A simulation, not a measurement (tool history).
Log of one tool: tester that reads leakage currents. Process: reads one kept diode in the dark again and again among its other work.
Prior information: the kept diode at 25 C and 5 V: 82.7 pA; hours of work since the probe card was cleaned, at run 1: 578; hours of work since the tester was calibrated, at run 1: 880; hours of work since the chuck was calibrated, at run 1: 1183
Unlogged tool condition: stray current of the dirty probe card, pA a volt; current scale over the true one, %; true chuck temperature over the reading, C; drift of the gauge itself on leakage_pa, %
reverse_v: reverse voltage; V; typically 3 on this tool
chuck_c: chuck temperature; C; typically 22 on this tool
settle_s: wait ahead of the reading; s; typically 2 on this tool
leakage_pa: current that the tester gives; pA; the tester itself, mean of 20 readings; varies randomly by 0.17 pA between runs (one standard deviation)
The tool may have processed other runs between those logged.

run,hour,reverse_v,chuck_c,settle_s,hours of work since the probe card was cleaned,hours of work since the tester was calibrated,hours of work since the chuck was calibrated,leakage_pa
1,0,3,22,2,578,880,1183,55.52
2,88.8,3,22,2,631,933,1235,55.71
3,142.7,14.04,22,2,662,965,1267,91.06
4,226.5,14.04,22,2,712,1014,1316,91.48
5,266.5,4.21,22,2,736,1038,1340,61.83
6,306.1,4.21,22,2,759,1061,1363,61.94
7,394.6,3,31,2,811,1113,1416,112.98
8,468.5,3,31,2,855,1157,1459,113.34
9,533.6,3,31,2,893,1195,1498,112.71
10,626,3,31,5.39,948,1250,1552,112.4
# hour 668.7: chuck's temperature calibrated
11,688.3,3,31,5.39,984,1286,12,113.2
12,744.9,3,31,5.39,1017,1319,45,112.93
13,821.3,3,31,5.39,1062,1364,90,112.84
14,895,3,31,5.39,1106,1408,134,113.3
15,981.7,3,31,5.39,1157,1459,185,113.47
16,1040.1,3,31,5.39,1191,1493,219,112.95
17,1110.1,7.57,22,2,1233,1535,261,75
18,1201.4,7.57,22,2,1286,1589,315,74.69
19,1256.8,7.57,22,2,1319,1621,347,74.85
20,1349.3,10.93,40,0.56,1374,1676,402,334.71
21,1407.1,2.67,22,2,1408,1710,436,54.05
22,1447,2.56,22,1.55,1431,1734,460,53.06
23,1493.7,13.74,24,6.58,1459,1761,487,105.63
24,1558.3,7.88,50,6.58,1497,1799,525,608.43
25,1612.7,1.09,47,8.64,1529,1831,557,263.31
26,1680.4,4.05,34,7.57,1569,1871,597,155.11
27,1742.7,17.97,46,1.62,1606,1908,634,594.2
28,1788.2,3,28,2,1633,1935,661,90.47
29,1874.1,3,28,2,1684,1986,712,89.56
30,1965,3,28,2,1737,2039,765,89.64
31,2037.3,1.25,28,5.69,1780,2082,808,67.81
32,2103.5,1.25,28,5.69,1819,2121,847,67.93
33,2194.3,1.25,28,5.69,1873,2175,901,68.26
34,2263.2,1.25,28,5.69,1913,2216,942,68.13
35,2336.1,1.25,28,5.69,1957,2259,985,68.2
36,2392.4,14.82,55,2.08,1990,2292,1018,1033.71
37,2457,10.27,38,4.67,2028,2330,1056,281.95

Consider 5 possible next runs. They are alternatives, not a sequence: every one starts from the tool as it was left by run 37. What does each give?
A,2536.7,1.52,22,2,2075,2377,1103,?
B,2536.7,3,22,3.51,2075,2377,1103,?
C,2536.7,3,42,0.69,2075,2377,1103,?
D,2536.7,6.2,23,4.67,2075,2377,1103,?
E,2536.7,3,22,4.35,2075,2377,1103,?

run,leakage_pa
A,44.99
B,55.64
C,257.29
D,75.38
E,55.44
The same runs, with their run-to-run variation unchanged, on a tool lacking any hidden condition would have given:
run,leakage_pa
A,44.98
B,55.62
C,257.25
D,75.35
E,55.42
